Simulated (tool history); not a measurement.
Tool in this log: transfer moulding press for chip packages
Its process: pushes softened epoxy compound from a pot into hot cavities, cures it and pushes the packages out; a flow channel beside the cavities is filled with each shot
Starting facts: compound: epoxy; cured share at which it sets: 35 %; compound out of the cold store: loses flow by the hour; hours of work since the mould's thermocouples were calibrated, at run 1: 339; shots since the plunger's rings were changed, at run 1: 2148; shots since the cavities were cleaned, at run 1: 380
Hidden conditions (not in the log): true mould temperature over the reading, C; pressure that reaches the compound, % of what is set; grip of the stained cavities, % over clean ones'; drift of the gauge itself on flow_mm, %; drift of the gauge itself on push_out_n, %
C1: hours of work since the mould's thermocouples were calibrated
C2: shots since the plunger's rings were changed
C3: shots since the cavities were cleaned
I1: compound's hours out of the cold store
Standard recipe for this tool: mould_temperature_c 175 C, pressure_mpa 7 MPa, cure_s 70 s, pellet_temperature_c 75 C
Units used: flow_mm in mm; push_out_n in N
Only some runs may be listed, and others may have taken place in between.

run 1 day=0.000 | mould_temperature_c=175 pressure_mpa=7 cure_s=70 pellet_temperature_c=75 | C1=339 C2=2148 C3=380 | I1=17.6 | flow_mm=892 push_out_n=422
-- day=0.221 cavities cleaned with cleaning compound and waxed
run 2 day=0.375 | mould_temperature_c=175 pressure_mpa=7 cure_s=104 pellet_temperature_c=75 | C1=344 C2=2272 C3=61 | I1=31.0 | flow_mm=867 push_out_n=218
run 3 day=0.712 | mould_temperature_c=175 pressure_mpa=7 cure_s=104 pellet_temperature_c=65 | C1=350 C2=2407 C3=196 | I1=25.9 | flow_mm=872 push_out_n=218
run 4 day=1.175 | mould_temperature_c=176 pressure_mpa=7 cure_s=104 pellet_temperature_c=65 | C1=359 C2=2592 C3=381 | I1=33.0 | flow_mm=858 push_out_n=227
-- day=1.408 cavities cleaned with cleaning compound and waxed
run 5 day=1.662 | mould_temperature_c=176 pressure_mpa=7 cure_s=104 pellet_temperature_c=65 | C1=366 C2=2762 C3=101 | I1=10.1 | flow_mm=901 push_out_n=227
run 6 day=2.012 | mould_temperature_c=176 pressure_mpa=7 cure_s=104 pellet_temperature_c=65 | C1=373 C2=2902 C3=241 | I1=33.1 | flow_mm=864 push_out_n=226
run 7 day=2.321 | mould_temperature_c=176 pressure_mpa=7 cure_s=104 pellet_temperature_c=65 | C1=378 C2=3025 C3=364 | I1=11.1 | flow_mm=898 push_out_n=223
-- day=2.583 cavities cleaned with cleaning compound and waxed
run 8 day=2.817 | mould_temperature_c=176 pressure_mpa=7 cure_s=104 pellet_temperature_c=65 | C1=386 C2=3198 C3=93 | I1=32.2 | flow_mm=855 push_out_n=214

Run 9 comes next. What will it give?
run 9 day=3.142 | mould_temperature_c=172 pressure_mpa=7 cure_s=104 pellet_temperature_c=70 | C1=392 C2=3329 C3=224 | I1=30.7 | flow_mm=? push_out_n=?

{"run 9": {"flow_mm": 880, "push_out_n": 238}}
If the tool had no hidden condition, the same run with the same run-to-run variation would have returned flow_mm 880 mm, push_out_n 237 N.
